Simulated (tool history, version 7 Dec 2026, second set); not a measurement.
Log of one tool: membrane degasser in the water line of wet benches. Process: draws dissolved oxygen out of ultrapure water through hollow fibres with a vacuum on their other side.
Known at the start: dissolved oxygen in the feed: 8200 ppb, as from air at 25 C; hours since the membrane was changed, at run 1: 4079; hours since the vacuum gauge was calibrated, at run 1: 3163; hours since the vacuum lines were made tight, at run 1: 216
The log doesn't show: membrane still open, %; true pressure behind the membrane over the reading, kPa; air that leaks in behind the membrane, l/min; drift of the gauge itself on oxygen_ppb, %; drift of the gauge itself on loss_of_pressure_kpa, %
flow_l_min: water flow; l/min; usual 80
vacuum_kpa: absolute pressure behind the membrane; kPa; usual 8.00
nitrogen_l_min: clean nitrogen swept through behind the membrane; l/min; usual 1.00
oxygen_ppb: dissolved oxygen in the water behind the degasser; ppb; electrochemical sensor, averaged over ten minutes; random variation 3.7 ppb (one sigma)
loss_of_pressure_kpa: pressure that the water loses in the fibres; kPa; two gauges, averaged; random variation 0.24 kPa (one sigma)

run,hour,flow_l_min,vacuum_kpa,nitrogen_l_min,hours since the membrane was changed,hours since the vacuum gauge was calibrated,hours since the vacuum lines were made tight,oxygen_ppb,loss_of_pressure_kpa
1,0.0,80,8.00,1.00,4079,3163,216,641.2,62.82
# hour 15.8: vacuum gauge calibrated
2,52.6,80,8.00,3.00,4131,37,268,292.2,62.95
3,134.4,54,8.00,3.00,4212,119,350,209.4,42.53
4,198.0,54,8.00,3.00,4276,182,414,209.3,42.28
5,297.7,114,8.00,1.00,4376,282,513,823.3,89.78
6,402.1,80,8.00,0.53,4480,386,618,952.4,63.24
# hour 418.9: vacuum gauge calibrated, once more
7,502.3,80,8.00,0.53,4580,83,718,863.2,63.24
8,589.2,80,8.00,1.00,4667,170,804,600.3,63.40
9,693.7,80,8.00,1.00,4771,275,909,608.4,63.18
10,755.0,80,8.00,1.00,4833,336,970,605.0,63.26
11,836.9,80,8.00,1.00,4914,418,1052,603.7,63.28
12,894.0,80,6.44,1.00,4972,475,1109,417.7,62.92
13,961.2,80,6.44,1.00,5039,542,1176,416.4,63.49
14,1016.2,80,8.00,1.00,5094,597,1231,603.9,63.39
15,1081.9,80,8.00,1.00,5159,663,1297,606.1,62.91
16,1155.1,80,8.00,1.00,5233,736,1370,605.1,63.27
17,1241.7,80,8.00,1.00,5319,823,1457,608.7,63.14
18,1342.2,121,11.14,0.44,5420,923,1557,1810.3,95.93
19,1445.3,121,11.14,0.44,5523,1026,1661,1811.7,95.81
20,1506.7,105,7.28,1.61,5584,1088,1722,462.0,82.51
21,1611.8,86,8.00,0.54,5689,1193,1827,902.2,68.33
22,1669.6,59,8.00,0.59,5747,1251,1885,696.5,46.78
23,1773.1,59,8.00,0.59,5851,1354,1988,697.5,46.90
24,1884.2,59,13.18,2.83,5962,1465,2099,439.5,47.01
25,1971.0,80,10.04,1.00,6048,1552,2186,844.6,63.44
26,2024.8,80,10.04,1.00,6102,1606,2240,848.8,63.37
27,2090.9,102,13.28,2.55,6168,1672,2306,750.8,80.94
28,2142.5,80,8.00,0.60,6220,1724,2358,826.1,63.48
29,2212.7,115,9.70,1.39,6290,1794,2428,833.1,90.92
30,2296.8,80,5.18,2.66,6374,1878,2512,130.3,63.19
31,2386.7,80,5.18,2.66,6464,1968,2602,129.2,63.72

4 ways to go on from here, each from the tool as it stands after run 31. What would each give?
A,2467.4,123,5.13,0.45,6545,2048,2683,?,?
B,2467.4,80,16.11,1.00,6545,2048,2683,?,?
C,2467.4,52,7.80,1.31,6545,2048,2683,?,?
D,2467.4,100,13.54,1.69,6545,2048,2683,?,?

run,oxygen_ppb,loss_of_pressure_kpa
A,491.3,98.34
B,1499.0,64.00
C,359.1,40.97
D,1019.2,79.64
Without the tool's hidden state the same runs would have given:
run,oxygen_ppb,loss_of_pressure_kpa
A,481.0,95.67
B,1495.4,62.27
C,355.6,39.85
D,1014.9,77.48
